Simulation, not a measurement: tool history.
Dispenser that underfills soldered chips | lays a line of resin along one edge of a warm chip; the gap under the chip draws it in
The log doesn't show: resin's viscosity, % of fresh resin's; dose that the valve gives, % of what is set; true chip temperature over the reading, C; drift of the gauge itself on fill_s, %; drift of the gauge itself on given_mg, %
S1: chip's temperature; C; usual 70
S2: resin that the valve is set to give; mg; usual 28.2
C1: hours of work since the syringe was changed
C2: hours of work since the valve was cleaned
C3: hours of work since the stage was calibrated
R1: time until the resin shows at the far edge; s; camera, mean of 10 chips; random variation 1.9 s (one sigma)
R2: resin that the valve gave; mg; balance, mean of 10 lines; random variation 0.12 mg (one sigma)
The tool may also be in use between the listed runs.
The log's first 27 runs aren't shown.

run 28 hour=158.3 | S1=70 S2=27 | C1=7 C2=6 C3=171 | R1=264.5 R2=26.73
run 29 hour=164.5 | S1=70 S2=27 | C1=11 C2=11 C3=175 | R1=319 R2=26.74
-- hour=165.8 new syringe of resin
run 30 hour=170.4 | S1=74 S2=27 | C1=3 C2=14 C3=179 | R1=177.4 R2=26.58
run 31 hour=177.2 | S1=74 S2=27 | C1=8 C2=19 C3=183 | R1=217.3 R2=26.77
-- hour=184.5 new syringe of resin
run 32 hour=184.5 | S1=60 S2=26.2 | C1=0 C2=23 C3=188 | R1=316.6 R2=25.9
run 33 hour=190.8 | S1=60 S2=33.8 | C1=4 C2=28 C3=192 | R1=378.4 R2=33.16
run 34 hour=194.7 | S1=57 S2=28.7 | C1=7 C2=30 C3=195 | R1=512.9 R2=28.1
-- hour=203 new syringe of resin
run 35 hour=203 | S1=57 S2=28.7 | C1=0 C2=36 C3=200 | R1=378.5 R2=28.12
run 36 hour=209.4 | S1=83 S2=30.1 | C1=4 C2=40 C3=205 | R1=124.2 R2=29.24

Forecast each of these 3 alternatives for the next run:
run A hour=216.9 | S1=72 S2=33.1 | C1=9 C2=45 C3=210 | R1=? R2=?
run B hour=216.9 | S1=66 S2=31.3 | C1=9 C2=45 C3=210 | R1=? R2=?
run C hour=216.9 | S1=55 S2=26.2 | C1=9 C2=45 C3=210 | R1=? R2=?

run=A R1=264.4 R2=31.85
run=B R1=359.1 R2=30.3
run=C R1=675.5 R2=25.38
Without the tool's hidden state the same runs would have given:
run=A R1=161.7 R2=32.88
run=B R1=219.2 R2=31.28
run=C R1=409.5 R2=26.2
